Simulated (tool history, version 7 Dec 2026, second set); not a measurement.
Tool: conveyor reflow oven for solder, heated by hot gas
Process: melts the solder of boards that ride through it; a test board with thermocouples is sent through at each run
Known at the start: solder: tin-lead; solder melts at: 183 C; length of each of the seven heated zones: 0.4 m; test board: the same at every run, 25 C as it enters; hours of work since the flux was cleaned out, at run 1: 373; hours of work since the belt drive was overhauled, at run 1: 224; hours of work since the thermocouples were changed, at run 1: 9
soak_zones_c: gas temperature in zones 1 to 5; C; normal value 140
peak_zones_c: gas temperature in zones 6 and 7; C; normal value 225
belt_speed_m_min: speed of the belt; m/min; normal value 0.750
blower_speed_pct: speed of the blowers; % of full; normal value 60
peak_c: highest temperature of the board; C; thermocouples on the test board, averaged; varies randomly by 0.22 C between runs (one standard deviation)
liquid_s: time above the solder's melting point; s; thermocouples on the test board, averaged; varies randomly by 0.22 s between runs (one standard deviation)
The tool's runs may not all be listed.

run,hour,soak_zones_c,peak_zones_c,belt_speed_m_min,blower_speed_pct,hours of work since the flux was cleaned out,hours of work since the belt drive was overhauled,hours of work since the thermocouples were changed,peak_c,liquid_s
1,0.0,140,225,0.750,60,373,224,9,208.1,41.6
2,10.5,140,225,0.750,89,378,229,14,213.4,47.2
3,15.9,140,225,0.750,89,380,232,16,213.1,46.6
4,26.8,140,225,0.750,83,385,237,21,212.3,45.9
5,34.5,140,225,0.750,83,389,240,25,212.4,46.2
6,39.6,140,225,0.750,60,391,243,27,208.2,41.4
7,47.0,140,225,0.750,60,395,246,31,207.8,41.3
8,57.7,146,225,0.750,60,400,251,36,209.5,44.4
9,63.3,146,225,0.750,60,402,254,38,209.5,44.6
10,68.6,146,225,0.750,60,405,256,41,209.7,44.5
11,74.1,146,225,0.750,60,407,259,43,209.4,44.6
12,81.6,140,225,0.846,60,411,262,47,204.3,32.6
13,87.7,140,225,0.699,60,414,265,50,210.1,46.7
14,98.1,149,233,0.694,62,418,270,54,219.0,57.5
15,107.1,140,225,0.761,63,423,274,59,208.0,41.2
16,117.2,153,228,0.863,60,427,278,63,209.4,40.0
17,128.0,153,228,0.863,60,432,283,68,209.3,39.9
18,135.9,153,228,0.863,60,436,287,72,209.1,39.8
19,146.5,131,233,0.804,50,441,292,77,207.1,34.2
20,152.9,131,232,0.722,56,444,295,80,212.6,44.3
21,163.1,140,228,0.750,60,448,300,84,210.9,43.9
22,172.9,140,228,0.750,60,453,304,89,210.7,43.5
23,177.7,140,228,0.841,60,455,306,91,206.8,34.9
24,183.5,143,225,0.750,60,458,309,94,208.7,43.3
25,191.5,143,225,0.750,60,461,313,97,209.0,43.2

Alternative continuations, all from the tool just after run 25; predict every row:
A,198.1,134,226,0.750,58,465,316,101,?,?
B,198.1,146,225,0.661,60,465,316,101,?,?
C,198.1,143,225,0.750,54,465,316,101,?,?
D,198.1,143,234,0.750,60,465,316,101,?,?

run,peak_c,liquid_s
A,207.0,39.1
B,212.7,54.6
C,208.1,41.2
D,216.2,48.5
Had the tool no hidden state, the same runs would have come out as:
run,peak_c,liquid_s
A,207.0,39.1
B,212.8,54.6
C,208.1,41.2
D,216.2,48.5
